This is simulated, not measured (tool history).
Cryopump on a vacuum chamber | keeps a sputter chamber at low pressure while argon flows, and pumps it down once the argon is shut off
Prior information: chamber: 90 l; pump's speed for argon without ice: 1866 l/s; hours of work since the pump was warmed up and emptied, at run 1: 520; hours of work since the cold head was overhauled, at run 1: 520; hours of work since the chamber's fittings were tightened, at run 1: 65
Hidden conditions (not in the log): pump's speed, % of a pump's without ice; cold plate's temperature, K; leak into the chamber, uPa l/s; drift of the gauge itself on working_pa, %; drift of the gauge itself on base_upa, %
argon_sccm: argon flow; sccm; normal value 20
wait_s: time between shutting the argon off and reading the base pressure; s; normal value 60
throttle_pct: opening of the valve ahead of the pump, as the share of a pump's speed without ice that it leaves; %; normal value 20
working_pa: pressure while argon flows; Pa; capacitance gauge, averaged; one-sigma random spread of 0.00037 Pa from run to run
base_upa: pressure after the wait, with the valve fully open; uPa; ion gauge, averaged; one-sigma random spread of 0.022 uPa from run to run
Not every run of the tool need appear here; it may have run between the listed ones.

| run | hour | argon_sccm | wait_s | throttle_pct | hours of work since the pump was warmed up and emptied | hours of work since the cold head was overhauled | hours of work since the chamber's fittings were tightened | working_pa | base_upa |
|---|---|---|---|---|---|---|---|---|---|
| 1 | 0 | 20 | 60 | 20 | 520 | 520 | 65 | 0.0926 | 0.77 |
| 2 | 17.2 | 20 | 60 | 20 | 534 | 534 | 79 | 0.0941 | 0.81 |
| 3 | 29.7 | 20 | 60 | 20 | 543 | 543 | 89 | 0.0935 | 0.81 |
| 4 | 46.7 | 20 | 60 | 20 | 557 | 557 | 102 | 0.0937 | 0.8 |
| 5 | 58.2 | 20 | 60 | 20 | 566 | 566 | 111 | 0.0932 | 0.83 |
| 6 | 70.8 | 39 | 60 | 20 | 575 | 575 | 121 | 0.1824 | 0.84 |
| 7 | 88.2 | 39 | 60 | 20 | 589 | 589 | 134 | 0.1826 | 0.84 |
| 8 | 95.9 | 39 | 277 | 20 | 595 | 595 | 140 | 0.1829 | 0.44 |
| 9 | 106.6 | 20 | 60 | 32 | 603 | 603 | 149 | 0.0603 | 0.84 |
| 10 | 116.1 | 20 | 60 | 32 | 611 | 611 | 156 | 0.0602 | 0.83 |
| 11 | 126.1 | 20 | 90 | 32 | 619 | 619 | 164 | 0.0603 | 0.72 |
| 12 | 139.2 | 20 | 90 | 32 | 629 | 629 | 174 | 0.0605 | 0.75 |
| 13 | 147.1 | 20 | 22 | 32 | 635 | 635 | 180 | 0.06 | 1.78 |
| 14 | 164.1 | 39 | 28 | 20 | 648 | 648 | 193 | 0.1838 | 1.51 |
| 15 | 176.6 | 21 | 224 | 48 | 658 | 658 | 203 | 0.0438 | 0.53 |
| 16 | 184.1 | 17 | 53 | 17 | 664 | 664 | 209 | 0.093 | 0.98 |
| 17 | 194.4 | 23 | 53 | 17 | 672 | 672 | 217 | 0.1265 | 0.97 |
| 18 | 203.3 | 23 | 53 | 17 | 679 | 679 | 224 | 0.1267 | 0.99 |
| 19 | 214.6 | 18 | 231 | 60 | 688 | 688 | 233 | 0.031 | 0.6 |
| 20 | 229.3 | 15 | 60 | 20 | 699 | 699 | 244 | 0.071 | 0.94 |
| 21 | 238.4 | 10 | 60 | 20 | 706 | 706 | 251 | 0.0474 | 0.96 |
| 22 | 248.4 | 15 | 164 | 16 | 714 | 714 | 259 | 0.0883 | 0.67 |
| 23 | 255.6 | 18 | 120 | 41 | 719 | 719 | 265 | 0.0434 | 0.77 |
| 24 | 267.4 | 34 | 191 | 41 | 729 | 729 | 274 | 0.082 | 0.69 |
| 25 | 275.7 | 36 | 58 | 27 | 735 | 735 | 280 | 0.129 | 1.01 |
| 26 | 285.9 | 35 | 69 | 27 | 743 | 743 | 288 | 0.1245 | 0.95 |

Hidden state or all else? Some run-to-run changes of working_pa, split into what the settings, what came in and random variation would give without the hidden state, and what is left for the hidden state (with any gauge scatter that isn't in both results):
Run 13 -> 14: argon_sccm 20 -> 39, wait_s 22 -> 28, throttle_pct 32 -> 20. working_pa +0.1238 Pa: hidden state +0.0036, all else +0.1202.
Run 14 -> 15: argon_sccm 39 -> 21, wait_s 28 -> 224, throttle_pct 20 -> 48. working_pa -0.14 Pa: hidden state -0.0032, all else -0.1368.
Run 23 -> 24: argon_sccm 18 -> 34, wait_s 120 -> 191. working_pa +0.0386 Pa: hidden state +0.0034, all else +0.0352.
